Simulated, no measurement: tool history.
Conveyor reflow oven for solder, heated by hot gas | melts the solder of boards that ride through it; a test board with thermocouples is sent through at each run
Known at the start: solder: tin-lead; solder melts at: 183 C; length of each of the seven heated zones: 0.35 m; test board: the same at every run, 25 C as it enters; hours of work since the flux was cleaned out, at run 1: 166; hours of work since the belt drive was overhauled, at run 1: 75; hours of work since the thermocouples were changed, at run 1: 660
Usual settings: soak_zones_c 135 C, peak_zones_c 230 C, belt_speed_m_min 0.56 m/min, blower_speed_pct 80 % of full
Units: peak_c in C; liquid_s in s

| run | hour | soak_zones_c | peak_zones_c | belt_speed_m_min | blower_speed_pct | hours of work since the flux was cleaned out | hours of work since the belt drive was overhauled | hours of work since the thermocouples were changed | peak_c | liquid_s |
|---|---|---|---|---|---|---|---|---|---|---|
| 1 | 0 | 135 | 230 | 0.56 | 80 | 166 | 75 | 660 | 216.7 | 54.9 |
| 2 | 76.4 | 135 | 230 | 0.56 | 80 | 199 | 108 | 692 | 215.1 | 55.3 |
| 3 | 164.6 | 135 | 230 | 0.584 | 80 | 237 | 146 | 730 | 213.5 | 50.9 |
| 4 | 209.3 | 135 | 230 | 0.584 | 80 | 256 | 165 | 749 | 214 | 50.8 |
| 5 | 290 | 135 | 230 | 0.558 | 80 | 290 | 199 | 783 | 213.7 | 54.1 |
| 6 | 338.6 | 136 | 230 | 0.56 | 80 | 311 | 220 | 804 | 214.8 | 54.2 |
| 7 | 425.1 | 135 | 230 | 0.56 | 80 | 348 | 257 | 841 | 213.7 | 53.2 |
| 8 | 511.4 | 135 | 230 | 0.536 | 80 | 385 | 294 | 878 | 214.1 | 56.9 |
| 9 | 567.9 | 146 | 230 | 0.536 | 80 | 409 | 318 | 902 | 215.4 | 62.2 |
|  | 631.4 | flux residue cleaned out of gas plates and filters |
| 10 | 644.7 | 146 | 230 | 0.63 | 80 | 6 | 349 | 933 | 214.3 | 51.1 |
| 11 | 684.7 | 146 | 230 | 0.63 | 80 | 23 | 366 | 950 | 214.3 | 51.3 |
| 12 | 736.6 | 135 | 230 | 0.56 | 80 | 45 | 388 | 972 | 215.8 | 56.2 |
| 13 | 819.6 | 125 | 230 | 0.56 | 80 | 80 | 423 | 1007 | 214.4 | 51.8 |
| 14 | 869.6 | 125 | 230 | 0.56 | 80 | 102 | 445 | 1029 | 213 | 51.7 |
| 15 | 922.1 | 125 | 230 | 0.56 | 80 | 124 | 467 | 1051 | 214 | 51 |
| 16 | 1001.2 | 125 | 230 | 0.56 | 79 | 158 | 501 | 1085 | 213 | 51 |
| 17 | 1081.7 | 142 | 230 | 0.543 | 80 | 192 | 535 | 1119 | 216.7 | 60.6 |
| 18 | 1164.5 | 141 | 226 | 0.567 | 53 | 228 | 570 | 1155 | 203.9 | 45 |
| 19 | 1252.3 | 135 | 237 | 0.497 | 80 | 265 | 608 | 1192 | 223 | 69.1 |
| 20 | 1334.2 | 135 | 237 | 0.497 | 80 | 300 | 643 | 1227 | 223 | 68.7 |
| 21 | 1372 | 135 | 237 | 0.497 | 80 | 316 | 659 | 1243 | 222.8 | 69 |
| 22 | 1425.9 | 135 | 237 | 0.497 | 80 | 339 | 682 | 1266 | 222.6 | 67.8 |
| 23 | 1497.3 | 135 | 237 | 0.497 | 80 | 370 | 712 | 1297 | 223.2 | 68.3 |
|  | 1522.5 | thermocouples of zones 6 and 7 changed |
| 24 | 1558 | 140 | 230 | 0.663 | 80 | 395 | 738 | 15 | 212 | 44.3 |
| 25 | 1619.1 | 149 | 219 | 0.576 | 52 | 421 | 764 | 41 | 201.5 | 43.1 |
|  | 1654.4 | flux residue cleaned out of gas plates and filters |
| 26 | 1675.5 | 138 | 235 | 0.576 | 58 | 9 | 786 | 63 | 217.6 | 55.4 |
| 27 | 1727 | 135 | 230 | 0.56 | 66 | 31 | 808 | 85 | 215.8 | 55.2 |
| 28 | 1769.5 | 135 | 224 | 0.595 | 80 | 49 | 826 | 103 | 212.1 | 50 |
| 29 | 1845.1 | 137 | 235 | 0.636 | 61 | 81 | 858 | 136 | 214.5 | 47.2 |
| 30 | 1915.8 | 137 | 235 | 0.636 | 61 | 112 | 888 | 166 | 214.4 | 47.5 |
|  | 1997.2 | belt drive overhauled, speed set with a stopwatch |
| 31 | 2001.7 | 123 | 232 | 0.49 | 72 | 147 | 2 | 201 | 219.7 | 62.4 |

Forecast each of these 3 alternatives for the next run:
| A | 2085.8 | 126 | 234 | 0.506 | 80 | 182 | 38 | 237 | ? | ? |
| B | 2085.8 | 123 | 243 | 0.49 | 83 | 182 | 38 | 237 | ? | ? |
| C | 2085.8 | 147 | 232 | 0.618 | 61 | 182 | 38 | 237 | ? | ? |

| run | peak_c | liquid_s |
|---|---|---|
| A | 221.2 | 64.2 |
| B | 231.1 | 70.5 |
| C | 213.6 | 49.8 |
Without the tool's hidden state the same runs would have given:
| run | peak_c | liquid_s |
|---|---|---|
| A | 223.2 | 65.9 |
| B | 233.3 | 71.9 |
| C | 215.5 | 51.5 |
